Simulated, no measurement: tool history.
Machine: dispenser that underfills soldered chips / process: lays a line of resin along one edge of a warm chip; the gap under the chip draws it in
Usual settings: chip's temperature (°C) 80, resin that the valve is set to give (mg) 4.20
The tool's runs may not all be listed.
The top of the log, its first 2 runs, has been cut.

run,hour,chip's temperature (°C),resin that the valve is set to give (mg),time until the resin shows at the far edge (s),resin that the valve gave (mg)
3,8.5,80,4.20,33.3,4.09
4,13.1,89,4.20,31.9,4.13
# hour 16.3: new syringe of resin
5,18.4,73,4.20,33.8,4.06
6,22.1,80,4.16,31.3,4.02
7,26.0,80,4.16,41.3,4.02
# hour 31.0: new syringe of resin
8,31.4,70,4.16,34.6,4.00
9,35.0,70,4.16,43.1,3.99
# hour 39.8: dispensing valve cleaned and set on the balance
10,41.4,90,4.20,26.7,4.17
# hour 46.4: new syringe of resin
11,47.8,90,4.20,15.3,4.19
12,50.4,76,4.20,33.3,4.19
13,56.0,80,4.20,40.4,4.20
# hour 60.7: new syringe of resin
14,62.1,80,4.20,23.8,4.16
15,67.9,80,4.20,34.2,4.16
16,72.6,80,4.33,46.2,4.29
# hour 75.2: new syringe of resin
17,78.9,80,4.20,28.5,4.14
18,83.1,80,4.20,37.0,4.13
19,88.5,92,4.20,32.8,4.14
# hour 89.9: new syringe of resin
20,91.7,78,4.20,26.4,4.14
21,97.7,78,5.28,38.4,5.18
22,101.6,78,5.28,49.7,5.13
# hour 104.2: new syringe of resin
23,107.5,78,5.28,28.3,5.16
24,113.5,78,5.28,42.9,5.15
# hour 118.6: new syringe of resin
25,119.5,80,5.43,22.0,5.26
26,122.5,75,4.20,34.3,4.04

Run 27 comes next. What will it give?
27,128.0,73,4.20,?,?

{"run 27": {"time until the resin shows at the far edge (s)": 54.6, "resin that the valve gave (mg)": 4.05}}
The same run, on a tool lacking any hidden state, would have yielded time until the resin shows at the far edge (s) 29.5, resin that the valve gave (mg) 4.18.

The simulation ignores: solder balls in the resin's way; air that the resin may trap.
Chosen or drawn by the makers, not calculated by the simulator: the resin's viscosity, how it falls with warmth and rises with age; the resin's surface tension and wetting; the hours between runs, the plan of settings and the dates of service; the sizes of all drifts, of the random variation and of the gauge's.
